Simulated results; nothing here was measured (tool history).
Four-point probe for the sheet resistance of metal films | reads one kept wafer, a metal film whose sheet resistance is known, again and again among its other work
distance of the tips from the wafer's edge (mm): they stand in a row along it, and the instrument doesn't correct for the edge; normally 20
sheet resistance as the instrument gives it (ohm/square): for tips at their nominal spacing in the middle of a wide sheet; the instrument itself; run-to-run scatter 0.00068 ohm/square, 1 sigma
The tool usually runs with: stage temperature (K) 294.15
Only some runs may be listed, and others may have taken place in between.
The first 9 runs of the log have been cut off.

run	hour	stage temperature (K)	distance of the tips from the wafer's edge (mm)	touches since the probe head was changed	hours of work since the stage's thermometer was calibrated	sheet resistance as the instrument gives it (ohm/square)
10	286.2	294.15	20	16928	1395	3.403407
11	308.4	294.15	20	17418	1407	3.404403
# hour 318.3: stage's thermometer calibrated
12	327.6	294.15	4	17833	5	3.565148
13	347.6	294.15	4	18273	15	3.566476
14	390	300.15	20	19210	37	3.399854
15	422.3	300.15	20	19923	54	3.398355
16	460.5	300.15	20	20767	74	3.398398
17	505.1	294.15	51	21753	97	3.393653
18	527.6	298.15	20	22249	108	3.39996
19	555.3	304.15	14	22861	123	3.406703
20	592.8	293.15	41	23689	142	3.395596
21	629.1	293.15	29	24492	161	3.3966
22	647.4	293.15	29	24896	170	3.397731
23	689.9	306.15	37	25836	192	3.395779
24	724.8	303.15	6	26607	210	3.473701
25	757.5	304.15	9	27328	227	3.429325
26	786.5	301.15	4	27970	242	3.567725
27	820.4	301.15	4	28718	260	3.568558
28	863.3	303.15	12	29665	282	3.413805
29	906.9	306.15	6	30628	305	3.474115
30	937.6	295.15	4	31307	320	3.568403
31	955.8	308.15	49	31708	330	3.394624

Here are 4 independent what-if runs from the current tool condition. What would each one return?
A	993.2	308.15	6	32535	349	?
B	993.2	308.15	12	32535	349	?
C	993.2	298.15	4	32535	349	?
D	993.2	304.15	4	32535	349	?

run	sheet resistance as the instrument gives it (ohm/square)
A	3.473579
B	3.413309
C	3.568715
D	3.568337
Had the tool no hidden state, the same runs would have come out as:
run	sheet resistance as the instrument gives it (ohm/square)
A	3.459739
B	3.399692
C	3.554483
D	3.554133
